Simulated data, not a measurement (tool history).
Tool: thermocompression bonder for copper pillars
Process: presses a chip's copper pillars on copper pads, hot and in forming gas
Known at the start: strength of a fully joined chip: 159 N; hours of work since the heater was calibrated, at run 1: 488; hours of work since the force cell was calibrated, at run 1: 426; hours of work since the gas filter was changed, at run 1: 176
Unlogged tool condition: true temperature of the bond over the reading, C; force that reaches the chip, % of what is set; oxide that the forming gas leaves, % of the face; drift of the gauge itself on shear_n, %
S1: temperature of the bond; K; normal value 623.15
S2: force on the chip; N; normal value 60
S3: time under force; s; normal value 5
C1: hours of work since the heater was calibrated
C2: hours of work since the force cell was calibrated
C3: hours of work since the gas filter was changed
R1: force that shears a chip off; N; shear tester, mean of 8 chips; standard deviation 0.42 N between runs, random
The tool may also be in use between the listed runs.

Run 1, hour 0.0: usual settings; C1 488; C2 426; C3 176. Result: R1 86.5 N.
Run 2, hour 16.3: usual settings; C1 496; C2 434; C3 184. Result: R1 86.7 N.
Run 3, hour 41.2: usual settings; C1 508; C2 447; C3 196. Result: R1 86.3 N.
Run 4, hour 58.6: usual settings; C1 517; C2 455; C3 205. Result: R1 86.2 N.
Run 5, hour 86.3: usual settings; C1 530; C2 469; C3 219. Result: R1 85.5 N.
Run 6, hour 112.1: usual settings but S2 42 N; C1 543; C2 482; C3 231. Result: R1 65.5 N.
Run 7, hour 127.0: usual settings but S2 42 N; C1 550; C2 489; C3 239. Result: R1 65.6 N.
Run 8, hour 148.2: usual settings but S3 8 s; C1 561; C2 499; C3 249. Result: R1 98.4 N.
Run 9, hour 172.7: usual settings but S3 8 s; C1 573; C2 511; C3 261. Result: R1 98.5 N.
Run 10, hour 191.0: usual settings but S3 8 s; C1 582; C2 521; C3 270. Result: R1 97.5 N.
Run 11, hour 219.4: usual settings but S2 43 N; C1 596; C2 535; C3 284. Result: R1 66.4 N.
Run 12, hour 237.2: usual settings; C1 605; C2 543; C3 293. Result: R1 84.8 N.
At hour 250.8: gauge calibrated.
At hour 263.7: forming gas filter changed.
Run 13, hour 264.1: usual settings; C1 618; C2 556; C3 0. Result: R1 85.7 N.
Run 14, hour 280.2: usual settings but S2 41 N; C1 626; C2 564; C3 8. Result: R1 64.7 N.
Run 15, hour 301.7: usual settings but S3 11 s; C1 636; C2 575; C3 19. Result: R1 108.3 N.
At hour 318.0: heater calibrated with a thermocouple chip.
Run 16, hour 318.0: usual settings but S3 3 s; C1 0; C2 582; C3 26. Result: R1 72.3 N.
Run 17, hour 335.9: usual settings but S3 15 s; C1 9; C2 591; C3 35. Result: R1 117.4 N.
Run 18, hour 359.6: usual settings; C1 21; C2 603; C3 46. Result: R1 86.5 N.
Run 19, hour 372.9: usual settings; C1 27; C2 609; C3 53. Result: R1 85.6 N.
Run 20, hour 401.3: usual settings but S1 630.15 K, S2 44 N; C1 41; C2 623; C3 67. Result: R1 73.0 N.
Run 21, hour 421.6: usual settings but S1 650.15 K; C1 51; C2 633; C3 77. Result: R1 109.0 N.
Run 22, hour 435.4: usual settings but S1 651.15 K, S2 54 N, S3 10 s; C1 58; C2 640; C3 84. Result: R1 124.3 N.
Run 23, hour 452.0: usual settings but S1 651.15 K, S2 54 N, S3 10 s; C1 66; C2 648; C3 92. Result: R1 122.0 N.
Run 24, hour 473.6: usual settings but S1 651.15 K, S2 80 N, S3 10 s; C1 77; C2 659; C3 103. Result: R1 140.4 N.
Run 25, hour 492.4: usual settings but S1 651.15 K, S2 80 N, S3 10 s; C1 86; C2 668; C3 112. Result: R1 139.9 N.
Run 26, hour 508.6: usual settings but S1 621.15 K, S2 82 N, S3 3 s; C1 94; C2 676; C3 120. Result: R1 86.5 N.
Run 27, hour 521.8: usual settings but S1 614.15 K, S2 37 N, S3 4 s; C1 101; C2 683; C3 126. Result: R1 47.2 N.
Run 28, hour 538.6: usual settings but S1 642.15 K, S2 65 N, S3 11 s; C1 109; C2 691; C3 135. Result: R1 127.8 N.
Run 29, hour 553.8: usual settings but S1 642.15 K, S2 65 N, S3 10 s; C1 116; C2 698; C3 142. Result: R1 124.6 N.
At hour 567.6: force cell calibrated.
Run 30, hour 574.0: usual settings but S1 642.15 K, S2 65 N, S3 10 s; C1 126; C2 3; C3 152. Result: R1 124.1 N.
Run 31, hour 587.2: usual settings but S1 638.15 K, S2 58 N, S3 3 s; C1 132; C2 10; C3 158. Result: R1 80.7 N.
Run 32, hour 599.5: usual settings but S1 634.15 K, S2 52 N, S3 3 s; C1 138; C2 16; C3 164. Result: R1 71.5 N.
Run 33, hour 624.0: usual settings but S1 634.15 K, S2 52 N, S3 3 s; C1 150; C2 28; C3 176. Result: R1 70.6 N.
Run 34, hour 639.2: usual settings but S1 651.15 K, S2 45 N; C1 158; C2 35; C3 184. Result: R1 90.4 N.
Run 35, hour 659.6: usual settings but S1 632.15 K, S2 45 N; C1 168; C2 45; C3 194. Result: R1 74.2 N.
Run 36, hour 675.3: usual settings but S1 647.15 K, S2 45 N; C1 176; C2 53; C3 202. Result: R1 86.4 N.
Run 37, hour 701.9: usual settings but S1 648.15 K, S2 45 N; C1 189; C2 66; C3 215. Result: R1 86.5 N.
At hour 707.7: gauge calibrated.
Run 38, hour 713.9: usual settings but S1 648.15 K, S2 45 N; C1 195; C2 72; C3 221. Result: R1 90.8 N.

Forecast each of these 5 alternatives for the next run:
Run A, hour 742.2: usual settings but S2 69 N, S3 3 s; C1 209; C2 86; C3 235. Result: R1 ?.
Run B, hour 742.2: usual settings but S1 653.15 K, S2 50 N; C1 209; C2 86; C3 235. Result: R1 ?.
Run C, hour 742.2: usual settings but S1 653.15 K, S2 45 N, S3 10 s; C1 209; C2 86; C3 235. Result: R1 ?.
Run D, hour 742.2: usual settings but S1 600.15 K, S2 42 N, S3 8 s; C1 209; C2 86; C3 235. Result: R1 ?.
Run E, hour 742.2: usual settings but S1 615.15 K, S2 84 N; C1 209; C2 86; C3 235. Result: R1 ?.

run     R1
  A   80.4
  B  101.8
  C  115.9
  D   58.4
  E   98.7
What these runs would have given with no unlogged condition in the tool:
run     R1
  A   80.8
  B  102.3
  C  116.4
  D   58.7
  E   99.2
